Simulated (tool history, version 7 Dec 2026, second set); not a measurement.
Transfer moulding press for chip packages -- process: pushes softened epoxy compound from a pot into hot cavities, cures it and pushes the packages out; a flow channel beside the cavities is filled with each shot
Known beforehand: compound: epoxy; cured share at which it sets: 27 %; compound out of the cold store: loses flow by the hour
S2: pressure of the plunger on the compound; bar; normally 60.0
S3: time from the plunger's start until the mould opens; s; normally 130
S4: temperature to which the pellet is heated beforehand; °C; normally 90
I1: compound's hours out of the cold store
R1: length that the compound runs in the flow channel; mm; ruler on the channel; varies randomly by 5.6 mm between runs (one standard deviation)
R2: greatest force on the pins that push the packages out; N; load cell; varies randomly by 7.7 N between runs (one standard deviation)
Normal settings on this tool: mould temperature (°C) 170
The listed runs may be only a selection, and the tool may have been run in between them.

Run 1, day 0.000: usual settings; I1 19.5. Result: R1 797 mm, R2 493 N.
Run 2, day 0.529: usual settings; I1 37.7. Result: R1 719 mm, R2 518 N.
Run 3, day 0.825: usual settings; I1 25.6. Result: R1 767 mm, R2 498 N.
Run 4, day 1.179: usual settings; I1 45.5. Result: R1 683 mm, R2 502 N.
Run 5, day 1.704: usual settings; I1 8.9. Result: R1 838 mm, R2 546 N.
Run 6, day 2.112: usual settings; I1 21.2. Result: R1 794 mm, R2 554 N.
Run 7, day 2.612: usual settings; I1 46.2. Result: R1 671 mm, R2 533 N.
Run 8, day 2.921: usual settings but S2 63.7 bar; I1 46.3. Result: R1 695 mm, R2 539 N.
Run 9, day 3.271: usual settings but S3 154 s; I1 12.0. Result: R1 816 mm, R2 489 N.
Run 10, day 3.508: usual settings but S3 154 s; I1 12.6. Result: R1 828 mm, R2 505 N.
At day 3.896: cavities cleaned with cleaning compound and waxed.
Run 11, day 4.042: usual settings but S3 154 s; I1 15.7. Result: R1 803 mm, R2 618 N.
Run 12, day 4.408: usual settings but mould temperature (°C) 172, S4 84 °C; I1 40.5. Result: R1 693 mm, R2 640 N.
Run 13, day 4.771: usual settings but mould temperature (°C) 172, S4 84 °C; I1 15.7. Result: R1 790 mm, R2 688 N.
Run 14, day 5.046: usual settings but mould temperature (°C) 172, S4 84 °C; I1 39.9. Result: R1 694 mm, R2 644 N.
Run 15, day 5.279: usual settings but mould temperature (°C) 167, S2 62.2 bar, S3 128 s, S4 80 °C; I1 37.0. Result: R1 729 mm, R2 850 N.
Run 16, day 5.600: usual settings but mould temperature (°C) 167, S2 62.2 bar, S3 128 s, S4 80 °C; I1 21.9. Result: R1 791 mm, R2 855 N.
At day 5.688: cavities cleaned with cleaning compound and waxed, once more.
Run 17, day 5.892: usual settings but S3 160 s, S4 96 °C; I1 25.1. Result: R1 762 mm, R2 293 N.
Run 18, day 6.200: usual settings but mould temperature (°C) 166, S2 48.9 bar, S3 119 s, S4 80 °C; I1 40.2. Result: R1 624 mm, R2 481 N.
Run 19, day 6.633: usual settings but mould temperature (°C) 171, S2 59.7 bar, S3 150 s, S4 80 °C; I1 30.3. Result: R1 727 mm, R2 335 N.
Run 20, day 7.029: usual settings but mould temperature (°C) 171, S2 59.7 bar, S3 150 s, S4 80 °C; I1 22.9. Result: R1 763 mm, R2 369 N.
Run 21, day 7.412: usual settings but mould temperature (°C) 167, S3 111 s, S4 87 °C; I1 24.1. Result: R1 770 mm, R2 616 N.

Pick out some run-to-run changes in R1. Of each, how much would a tool without hidden state show as well, from the settings, what came in and chance, and how much is left for the hidden state and any gauge scatter not in both results compared?
Hidden state at play: true mould temperature over the reading, C; pressure that reaches the compound, % of what is set; grip of the stained cavities, % over clean ones'; drift of the gauge itself on flow_mm, %; drift of the gauge itself on push_out_n, %.
Run 4 -> 5: no setting changed, nothing entered. R1 +155 mm: hidden state -7, all else +162.
Run 8 -> 9: S2 63.7 -> 60.0, S3 130 -> 154. R1 +121 mm: hidden state -7, all else +128.
Run 17 -> 18: mould temperature (°C) 170 -> 166, S2 60.0 -> 48.9, S3 160 -> 119, S4 96 -> 80. R1 -138 mm: hidden state +7, all else -145.
